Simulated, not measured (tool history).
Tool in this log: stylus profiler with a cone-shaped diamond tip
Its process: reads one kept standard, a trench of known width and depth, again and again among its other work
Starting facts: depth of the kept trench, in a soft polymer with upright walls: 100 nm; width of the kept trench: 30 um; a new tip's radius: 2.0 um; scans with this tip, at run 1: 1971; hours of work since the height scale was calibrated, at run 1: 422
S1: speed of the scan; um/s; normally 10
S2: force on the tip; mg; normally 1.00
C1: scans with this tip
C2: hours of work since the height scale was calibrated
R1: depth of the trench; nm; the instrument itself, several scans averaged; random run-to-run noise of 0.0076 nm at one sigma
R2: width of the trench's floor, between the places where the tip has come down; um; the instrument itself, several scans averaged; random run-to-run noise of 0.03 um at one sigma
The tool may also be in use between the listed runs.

{"run": 1, "hour": 0.0, "S1": 10, "S2": 1.0, "C1": 1971, "C2": 422, "R1": 100.236, "R2": 28.56}
{"run": 2, "hour": 42.2, "S1": 10, "S2": 1.0, "C1": 2093, "C2": 448, "R1": 100.236, "R2": 28.55}
{"run": 3, "hour": 92.1, "S1": 10, "S2": 0.9, "C1": 2237, "C2": 479, "R1": 100.217, "R2": 28.48}
{"run": 4, "hour": 135.8, "S1": 10, "S2": 0.9, "C1": 2363, "C2": 506, "R1": 100.208, "R2": 28.46}
{"run": 5, "hour": 172.7, "S1": 10, "S2": 0.9, "C1": 2469, "C2": 529, "R1": 100.211, "R2": 28.47}
{"run": 6, "hour": 243.6, "S1": 10, "S2": 1.0, "C1": 2674, "C2": 573, "R1": 100.217, "R2": 28.49}
{"run": 7, "hour": 300.6, "S1": 3, "S2": 1.0, "C1": 2838, "C2": 608, "R1": 100.222, "R2": 28.54}
{"run": 8, "hour": 351.0, "S1": 3, "S2": 1.0, "C1": 2984, "C2": 639, "R1": 100.231, "R2": 28.48}
{"run": 9, "hour": 387.8, "S1": 3, "S2": 1.0, "C1": 3090, "C2": 662, "R1": 100.225, "R2": 28.45}
{"run": 10, "hour": 430.5, "S1": 39, "S2": 0.41, "C1": 3213, "C2": 689, "R1": 100.047, "R2": 28.03}
{"run": 11, "hour": 462.3, "S1": 4, "S2": 0.48, "C1": 3305, "C2": 708, "R1": 100.065, "R2": 28.47}
{"run": 12, "hour": 497.1, "S1": 4, "S2": 0.48, "C1": 3405, "C2": 730, "R1": 100.054, "R2": 28.46}
{"run": 13, "hour": 540.1, "S1": 4, "S2": 0.87, "C1": 3529, "C2": 756, "R1": 100.184, "R2": 28.46}
{"run": 14, "hour": 593.9, "S1": 4, "S2": 0.87, "C1": 3685, "C2": 790, "R1": 100.169, "R2": 28.45}
{"run": 15, "hour": 644.5, "S1": 4, "S2": 0.87, "C1": 3831, "C2": 821, "R1": 100.175, "R2": 28.38}
{"hour": 700.6, "done": "height scale calibrated on a step standard"}
{"run": 16, "hour": 704.3, "S1": 8, "S2": 1.76, "C1": 4002, "C2": 2, "R1": 100.543, "R2": 28.36}
{"run": 17, "hour": 751.9, "S1": 30, "S2": 0.96, "C1": 4139, "C2": 32, "R1": 100.377, "R2": 28.26}
{"run": 18, "hour": 811.3, "S1": 30, "S2": 0.96, "C1": 4310, "C2": 68, "R1": 100.367, "R2": 28.2}

Alternative continuations, all from the tool just after run 18; predict every row:
{"run": "A", "hour": 857.5, "S1": 10, "S2": 1.38, "C1": 4444, "C2": 97, "R1": "?", "R2": "?"}
{"run": "B", "hour": 857.5, "S1": 8, "S2": 0.96, "C1": 4444, "C2": 97, "R1": "?", "R2": "?"}
{"run": "C", "hour": 857.5, "S1": 6, "S2": 2.88, "C1": 4444, "C2": 97, "R1": "?", "R2": "?"}

run=A R1=100.461 R2=28.29
run=B R1=100.363 R2=28.37
run=C R1=100.749 R2=28.34
Without the tool's unlogged condition, the same runs would have read:
run=A R1=100.444 R2=28.65
run=B R1=100.347 R2=28.73
run=C R1=100.732 R2=28.70
